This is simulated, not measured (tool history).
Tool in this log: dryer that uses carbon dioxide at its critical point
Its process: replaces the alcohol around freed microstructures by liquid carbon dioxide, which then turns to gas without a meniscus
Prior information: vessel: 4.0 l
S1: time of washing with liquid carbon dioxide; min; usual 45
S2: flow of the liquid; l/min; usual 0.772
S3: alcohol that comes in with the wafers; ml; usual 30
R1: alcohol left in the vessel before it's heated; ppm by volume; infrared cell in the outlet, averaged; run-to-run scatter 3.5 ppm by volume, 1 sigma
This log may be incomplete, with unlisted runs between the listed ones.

{"run": 1, "day": 0.0, "S1": 45, "S2": 0.772, "S3": 30, "R1": 32}
{"run": 2, "day": 0.362, "S1": 45, "S2": 0.772, "S3": 30, "R1": 26}
{"run": 3, "day": 0.829, "S1": 45, "S2": 0.772, "S3": 30, "R1": 24}
{"run": 4, "day": 1.112, "S1": 45, "S2": 0.743, "S3": 30, "R1": 25}
{"run": 5, "day": 1.642, "S1": 45, "S2": 0.589, "S3": 30, "R1": 96}
{"run": 6, "day": 1.908, "S1": 45, "S2": 0.772, "S3": 30, "R1": 30}
{"run": 7, "day": 2.396, "S1": 45, "S2": 0.772, "S3": 30, "R1": 36}
{"run": 8, "day": 2.683, "S1": 45, "S2": 0.763, "S3": 30, "R1": 30}
{"run": 9, "day": 3.104, "S1": 66, "S2": 0.772, "S3": 30, "R1": 19}
{"run": 10, "day": 3.35, "S1": 45, "S2": 0.772, "S3": 30, "R1": 38}
{"run": 11, "day": 3.896, "S1": 45, "S2": 0.772, "S3": 30, "R1": 29}
{"run": 12, "day": 4.342, "S1": 45, "S2": 0.772, "S3": 30, "R1": 38}
{"run": 13, "day": 4.783, "S1": 45, "S2": 0.772, "S3": 30, "R1": 31}
{"run": 14, "day": 5.083, "S1": 45, "S2": 0.772, "S3": 30, "R1": 36}
{"run": 15, "day": 5.525, "S1": 45, "S2": 0.772, "S3": 30, "R1": 35}
{"run": 16, "day": 5.962, "S1": 45, "S2": 0.772, "S3": 30, "R1": 35}
{"run": 17, "day": 6.475, "S1": 45, "S2": 0.772, "S3": 30, "R1": 35}
{"run": 18, "day": 6.846, "S1": 45, "S2": 0.6, "S3": 30, "R1": 105}
{"run": 19, "day": 7.15, "S1": 45, "S2": 0.6, "S3": 30, "R1": 112}
{"run": 20, "day": 7.679, "S1": 45, "S2": 0.6, "S3": 30, "R1": 107}
{"run": 21, "day": 8.054, "S1": 45, "S2": 0.6, "S3": 30, "R1": 112}
{"run": 22, "day": 8.479, "S1": 45, "S2": 0.6, "S3": 30, "R1": 112}
{"run": 23, "day": 8.862, "S1": 45, "S2": 0.501, "S3": 30, "R1": 233}
{"run": 24, "day": 9.217, "S1": 45, "S2": 0.501, "S3": 30, "R1": 233}
{"run": 25, "day": 9.508, "S1": 66, "S2": 0.643, "S3": 22, "R1": 17}
{"run": 26, "day": 10.025, "S1": 66, "S2": 0.595, "S3": 37, "R1": 24}
{"run": 27, "day": 10.592, "S1": 36, "S2": 0.734, "S3": 30, "R1": 130}
{"run": 28, "day": 11.008, "S1": 36, "S2": 0.734, "S3": 30, "R1": 126}
{"run": 29, "day": 11.525, "S1": 39, "S2": 0.772, "S3": 20, "R1": 54}
{"run": 30, "day": 11.917, "S1": 48, "S2": 0.71, "S3": 30, "R1": 49}
{"run": 31, "day": 12.2, "S1": 45, "S2": 0.541, "S3": 56, "R1": 358}
{"run": 32, "day": 12.442, "S1": 45, "S2": 0.942, "S3": 54, "R1": 33}
{"run": 33, "day": 12.788, "S1": 45, "S2": 0.942, "S3": 54, "R1": 32}
{"run": 34, "day": 13.038, "S1": 31, "S2": 0.517, "S3": 37, "R1": 831}
{"run": 35, "day": 13.438, "S1": 31, "S2": 0.517, "S3": 37, "R1": 829}
{"run": 36, "day": 13.946, "S1": 45, "S2": 1.155, "S3": 30, "R1": 15}
{"run": 37, "day": 14.392, "S1": 45, "S2": 0.486, "S3": 30, "R1": 287}
{"run": 38, "day": 14.8, "S1": 33, "S2": 1.293, "S3": 48, "R1": 26}
{"run": 39, "day": 15.133, "S1": 33, "S2": 1.293, "S3": 48, "R1": 19}
{"run": 40, "day": 15.442, "S1": 55, "S2": 0.772, "S3": 58, "R1": 33}
{"run": 41, "day": 15.954, "S1": 55, "S2": 0.717, "S3": 29, "R1": 30}
{"day": 16.029, "done": "inlet filter changed"}
{"run": 42, "day": 16.425, "S1": 45, "S2": 1.277, "S3": 51, "R1": 14}
{"run": 43, "day": 16.867, "S1": 69, "S2": 1.303, "S3": 26, "R1": 19}
{"run": 44, "day": 17.133, "S1": 45, "S2": 1.123, "S3": 30, "R1": 10}
{"run": 45, "day": 17.592, "S1": 33, "S2": 1.157, "S3": 44, "R1": 29}
{"run": 46, "day": 17.983, "S1": 33, "S2": 1.103, "S3": 44, "R1": 28}

Forecast each of these 4 alternatives for the next run:
{"run": "A", "day": 18.292, "S1": 33, "S2": 1.103, "S3": 82, "R1": "?"}
{"run": "B", "day": 18.292, "S1": 49, "S2": 0.586, "S3": 44, "R1": "?"}
{"run": "C", "day": 18.292, "S1": 36, "S2": 0.772, "S3": 56, "R1": "?"}
{"run": "D", "day": 18.292, "S1": 45, "S2": 1.303, "S3": 30, "R1": "?"}

run=A R1=49
run=B R1=83
run=C R1=102
run=D R1=17
Take away the tool's hidden state, keep each run's random variation, and the runs would have read:
run=A R1=36
run=B R1=68
run=C R1=85
run=D R1=8

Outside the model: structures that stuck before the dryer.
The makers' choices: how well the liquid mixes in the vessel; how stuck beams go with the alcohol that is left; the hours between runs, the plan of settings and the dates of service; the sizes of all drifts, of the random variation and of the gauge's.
